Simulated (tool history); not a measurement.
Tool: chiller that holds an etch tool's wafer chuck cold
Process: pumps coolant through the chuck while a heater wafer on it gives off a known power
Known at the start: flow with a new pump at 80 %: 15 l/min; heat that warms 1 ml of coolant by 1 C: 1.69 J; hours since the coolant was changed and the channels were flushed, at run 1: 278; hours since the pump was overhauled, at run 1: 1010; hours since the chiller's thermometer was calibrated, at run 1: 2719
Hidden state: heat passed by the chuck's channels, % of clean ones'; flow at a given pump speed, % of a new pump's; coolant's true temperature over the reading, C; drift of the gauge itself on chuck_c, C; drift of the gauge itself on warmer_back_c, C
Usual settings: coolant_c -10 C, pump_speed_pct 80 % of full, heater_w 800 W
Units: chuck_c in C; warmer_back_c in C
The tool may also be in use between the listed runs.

run     day  coolant_c  pump_speed_pct  heater_w  hours since the coolant was changed and the channels were flushed  hours since the pump was overhauled  hours since the chiller's thermometer was calibrated  chuck_c  warmer_back_c
  1   0.000        -10              80       800                                                                278                                 1010                                                  2719    -5.09           1.89
  2   5.462        -10              80       800                                                                409                                 1141                                                  2850    -5.15           1.89
  3  11.050        -10              80       800                                                                543                                 1275                                                  2984    -5.12           1.89
  4  15.571        -10              80       800                                                                652                                 1383                                                  3093    -5.19           1.88
  5  19.171        -10              80       800                                                                738                                 1470                                                  3179    -5.12           1.90
  6  22.512        -14              80       800                                                                818                                 1550                                                  3259    -9.07           1.89
  7  26.383        -14              80       800                                                                911                                 1643                                                  3352    -9.05           1.90
  8  31.392        -14              80       800                                                               1031                                 1763                                                  3472    -9.12           1.90
  9  34.229        -14              80       800                                                               1100                                 1831                                                  3541    -9.20           1.90
 10  36.912        -12              93       485                                                               1164                                 1895                                                  3605    -9.48           0.98
 11  41.108         -2              80       800                                                               1265                                 1996                                                  3706     2.83           1.90
 12  44.412         -2              80       800                                                               1344                                 2075                                                  3785     2.86           1.91
 13  47.267        -14              64       968                                                               1412                                 2144                                                  3853    -6.74           2.89
 14  52.642        -14              64       968                                                               1541                                 2273                                                  3982    -6.62           2.88
 15  57.508        -13              84       576                                                               1658                                 2390                                                  4099    -9.71           1.31
 16  60.383        -19              80       482                                                               1727                                 2459                                                  4168   -16.08           1.14
     62.096  -- chiller's thermometer calibrated
 17  65.933         -1              80       756                                                               1859                                 2591                                                    92     3.59           1.79

Forecast each of these 5 alternatives for the next run:
  A  68.462        -14              81       800                                                               1920                                 2652                                                   153        ?              ?
  B  68.462         -1              80       540                                                               1920                                 2652                                                   153        ?              ?
  C  68.462        -11              85       464                                                               1920                                 2652                                                   153        ?              ?
  D  68.462         -8              91       800                                                               1920                                 2652                                                   153        ?              ?
  E  68.462         -1              69       756                                                               1920                                 2652                                                   153        ?              ?

run  chuck_c  warmer_back_c
  A    -9.17           1.87
  B     2.28           1.28
  C    -8.27           1.03
  D    -3.75           1.68
  E     4.37           2.09
Without the tool's hidden state the same runs would have given:
run  chuck_c  warmer_back_c
  A    -9.18           1.87
  B     2.27           1.28
  C    -8.27           1.03
  D    -3.76           1.68
  E     4.36           2.09
